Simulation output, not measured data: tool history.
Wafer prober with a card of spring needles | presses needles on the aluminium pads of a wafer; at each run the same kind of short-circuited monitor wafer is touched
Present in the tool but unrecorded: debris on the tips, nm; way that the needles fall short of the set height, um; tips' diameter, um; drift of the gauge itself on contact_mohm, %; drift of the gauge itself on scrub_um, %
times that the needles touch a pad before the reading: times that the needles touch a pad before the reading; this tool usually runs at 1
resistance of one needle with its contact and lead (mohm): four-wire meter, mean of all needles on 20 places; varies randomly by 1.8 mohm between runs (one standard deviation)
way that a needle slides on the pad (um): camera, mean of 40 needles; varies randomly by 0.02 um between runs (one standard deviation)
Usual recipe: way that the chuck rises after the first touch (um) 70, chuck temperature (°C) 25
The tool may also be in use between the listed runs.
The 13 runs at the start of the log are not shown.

run,hour,way that the chuck rises after the first touch (um),chuck temperature (°C),times that the needles touch a pad before the reading,touches since the tips were cleaned,cleanings since the card got new needles,touches since the first contact's height was set,resistance of one needle with its contact and lead (mohm),way that a needle slides on the pad (um)
# hour 99.6: height of the first contact set anew, once more
14,106.0,70,31,1,2841,42,1903,206,19.28
# hour 108.3: tips cleaned on abrasive film
15,114.6,70,25,1,1871,43,4416,199,19.25
16,119.6,70,25,1,3347,43,5892,207,19.27
# hour 120.5: tips cleaned on abrasive film
17,126.2,70,25,1,1668,44,7791,197,19.25
# hour 132.5: tips cleaned on abrasive film
18,134.4,70,25,1,560,45,10183,190,19.19
19,140.3,70,25,1,2304,45,11927,206,19.20
# hour 144.3: tips cleaned on abrasive film
20,148.8,53,25,1,1342,46,14411,209,14.50
# hour 156.5: tips cleaned on abrasive film
21,159.5,78,104,3,865,47,17526,201,21.39
# hour 168.3: tips cleaned on abrasive film
22,170.1,70,30,2,542,48,20630,188,19.17
23,175.8,61,45,1,2230,48,22318,211,16.64
# hour 180.2: tips cleaned on abrasive film
24,184.6,75,61,1,1315,49,24887,201,20.51
# hour 191.7: tips cleaned on abrasive film
25,193.1,75,61,1,393,50,27348,195,20.47
26,200.0,75,61,1,2448,50,29403,207,20.47
# hour 203.8: tips cleaned on abrasive film
27,209.1,70,38,1,1556,51,32035,200,19.09
# hour 216.2: tips cleaned on abrasive film
28,219.9,70,38,1,1103,52,35211,200,19.06
# hour 228.3: tips cleaned on abrasive film
29,229.0,84,89,1,218,53,37861,196,22.89
30,237.8,84,89,1,2800,53,40443,208,22.88
# hour 240.4: tips cleaned on abrasive film
31,247.9,80,89,3,2207,54,43405,202,21.73

The next listed run, before its measurement:
# hour 252.7: tips cleaned on abrasive film
32,257.3,80,89,3,1348,55,46149,?,?

Run 32 yielded resistance of one needle with its contact and lead (mohm) 200, way that a needle slides on the pad (um) 21.73.
Were there no unlogged condition in the tool, this run, its random variation unchanged, would have produced resistance of one needle with its contact and lead (mohm) 195, way that a needle slides on the pad (um) 22.01.
